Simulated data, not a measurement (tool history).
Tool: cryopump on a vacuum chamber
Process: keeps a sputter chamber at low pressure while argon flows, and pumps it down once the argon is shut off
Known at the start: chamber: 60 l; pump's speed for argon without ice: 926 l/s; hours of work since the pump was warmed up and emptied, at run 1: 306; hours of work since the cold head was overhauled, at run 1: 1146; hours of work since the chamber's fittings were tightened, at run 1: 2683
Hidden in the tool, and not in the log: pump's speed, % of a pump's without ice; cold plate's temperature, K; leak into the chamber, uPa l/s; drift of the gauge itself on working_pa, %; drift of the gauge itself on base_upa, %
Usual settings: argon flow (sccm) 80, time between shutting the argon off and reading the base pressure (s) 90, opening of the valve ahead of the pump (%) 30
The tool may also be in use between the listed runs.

run    hour  argon flow (sccm)  time between shutting the argon off and reading the base pressure (s)  opening of the valve ahead of the pump (%)  hours of work since the pump was warmed up and emptied  hours of work since the cold head was overhauled  hours of work since the chamber's fittings were tightened  pressure while argon flows (Pa)  pressure after the wait (uPa)
  1       0                 80                                                                     90                                          30                                                     306                                              1146                                                       2683                           0.5356                           2.92
  2    54.7                 80                                                                     90                                          30                                                     351                                              1191                                                       2727                           0.5443                           3.21
       96.8  -- pump warmed up, emptied and cooled again
  3   127.4                 80                                                                    120                                          30                                                      25                                              1246                                                       2783                           0.4915                            2.3
  4   176.2                 80                                                                     87                                          30                                                      65                                              1286                                                       2823                           0.4957                           2.71
  5   222.7                 80                                                                     90                                          30                                                     103                                              1324                                                       2861                           0.4982                           2.73
  6   270.1                 80                                                                    136                                          30                                                     142                                              1363                                                       2900                           0.5034                           2.47
  7   340.8                 80                                                                    136                                          30                                                     200                                              1421                                                       2958                           0.5184                           2.72
  8   399.2                 80                                                                     90                                          30                                                     248                                              1469                                                       3005                           0.5226                           3.05
  9   467.5                 69                                                                     90                                          30                                                     304                                              1525                                                       3061                           0.4612                           3.21
 10   522.3                 69                                                                     90                                          30                                                     349                                              1570                                                       3106                           0.4676                           3.32
      565.5  -- pump warmed up, emptied and cooled again
      587.2  -- leaking fittings of the chamber tightened, without venting
 11   587.2                 50                                                                     99                                          23                                                      16                                              1617                                                          0                           0.3963                            1.1
 12   626.6                 50                                                                     99                                          23                                                      48                                              1649                                                         32                           0.4015                           1.15
 13     670                 37                                                                     26                                          34                                                      84                                              1685                                                         68                            0.204                           3.34
 14   706.5                 78                                                                    234                                          51                                                     114                                              1715                                                         98                           0.2988                           0.78
 15   779.7                 80                                                                     30                                          16                                                     174                                              1775                                                        158                           0.9379                           2.99
 16   843.2                 44                                                                    140                                          27                                                     226                                              1827                                                        210                           0.3183                           1.14
 17   899.5                 44                                                                    140                                          27                                                     272                                              1873                                                        256                           0.3194                           1.17
 18   973.1                110                                                                     61                                          40                                                     332                                              1933                                                        316                           0.5748                           1.94
 19  1023.6                 68                                                                     39                                          46                                                     374                                              1975                                                        357                           0.3222                           2.66

4 ways to go on from here, each from the tool as it stands after run 19. What would each give?
     1035.2  -- pump warmed up, emptied and cooled again
  A  1072.9                 63                                                                     85                                          46                                                      31                                              2011                                                        394                                ?                              ?
     1035.2  -- pump warmed up, emptied and cooled again
  B  1072.9                 62                                                                     47                                          19                                                      31                                              2011                                                        394                                ?                              ?
     1035.2  -- pump warmed up, emptied and cooled again
  C  1072.9                 72                                                                     29                                          30                                                      31                                              2011                                                        394                                ?                              ?
     1035.2  -- pump warmed up, emptied and cooled again
  D  1072.9                 80                                                                     30                                          30                                                      31                                              2011                                                        394                                ?                              ?

run  pressure while argon flows (Pa)  pressure after the wait (uPa)
  A                            0.256                           1.46
  B                           0.5993                           2.22
  C                           0.4445                           3.16
  D                            0.493                           3.15
Without the tool's hidden state the same runs would have given:
run  pressure while argon flows (Pa)  pressure after the wait (uPa)
  A                           0.2497                            1.2
  B                           0.5932                           1.97
  C                           0.4374                           2.91
  D                           0.4851                           2.89
